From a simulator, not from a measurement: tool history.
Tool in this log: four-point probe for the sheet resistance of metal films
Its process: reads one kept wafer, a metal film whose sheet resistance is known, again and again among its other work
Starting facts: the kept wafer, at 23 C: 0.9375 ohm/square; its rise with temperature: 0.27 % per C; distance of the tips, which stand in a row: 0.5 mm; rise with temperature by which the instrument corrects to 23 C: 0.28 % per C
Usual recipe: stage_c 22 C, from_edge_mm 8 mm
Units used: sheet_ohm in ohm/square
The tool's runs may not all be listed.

run	hour	stage_c	from_edge_mm	sheet_ohm
1	0.0	22	8	0.938563
2	8.3	22	8	0.938763
3	22.6	20	8	0.938707
4	32.5	22	8	0.938454
5	43.6	22	6	0.940202
6	56.6	31	8	0.937753
7	75.1	31	8	0.937384
8	83.6	31	8	0.937370
9	95.1	22	8	0.938630
10	106.0	22	8	0.938640
11	123.7	22	8	0.938593
12	142.5	22	8	0.938218
13	153.7	33	8	0.937934
14	167.3	33	8	0.937636
15	185.6	33	8	0.937708
16	205.0	33	14	0.936362
17	218.3	33	21	0.936162
18	230.2	33	21	0.935767
19	241.0	22	7	0.938863
20	255.2	27	15	0.936805
21	264.1	25	5	0.941233
22	281.6	25	28	0.936774
23	297.1	31	53	0.936024
24	316.8	23	4	0.944210
25	330.6	25	14	0.937195
26	349.7	32	65	0.935591
27	364.6	32	65	0.935976
28	372.9	24	7	0.939018
29	388.0	24	7	0.938998
30	407.1	30	4	0.944118
31	424.8	30	4	0.943925
32	437.5	30	4	0.943647

Measured result minus the same run's result without the hidden state. Both carry the same run-to-run variation, though not necessarily the same gauge scatter:
Hidden state at play: inner tips' distance over the nominal, %; tips' flats over new ones', %; wafer's true temperature over the reading, C; drift of the gauge itself on sheet_ohm, %.
run	sheet_ohm
1	-0.001046
2	-0.001043
3	-0.001039
4	-0.001032
5	-0.001028
6	-0.001010
7	-0.001002
8	-0.000998
9	-0.001006
10	-0.001002
11	-0.000994
12	-0.000986
13	-0.000968
14	-0.000963
15	-0.000954
16	-0.000945
17	-0.000940
18	-0.000934
19	-0.000946
20	-0.000932
21	-0.000934
22	-0.000923
23	-0.000906
24	-0.000916
25	-0.000901
26	-0.000884
27	-0.000878
28	-0.000888
29	-0.000882
30	-0.000870
31	-0.000863
32	-0.000857

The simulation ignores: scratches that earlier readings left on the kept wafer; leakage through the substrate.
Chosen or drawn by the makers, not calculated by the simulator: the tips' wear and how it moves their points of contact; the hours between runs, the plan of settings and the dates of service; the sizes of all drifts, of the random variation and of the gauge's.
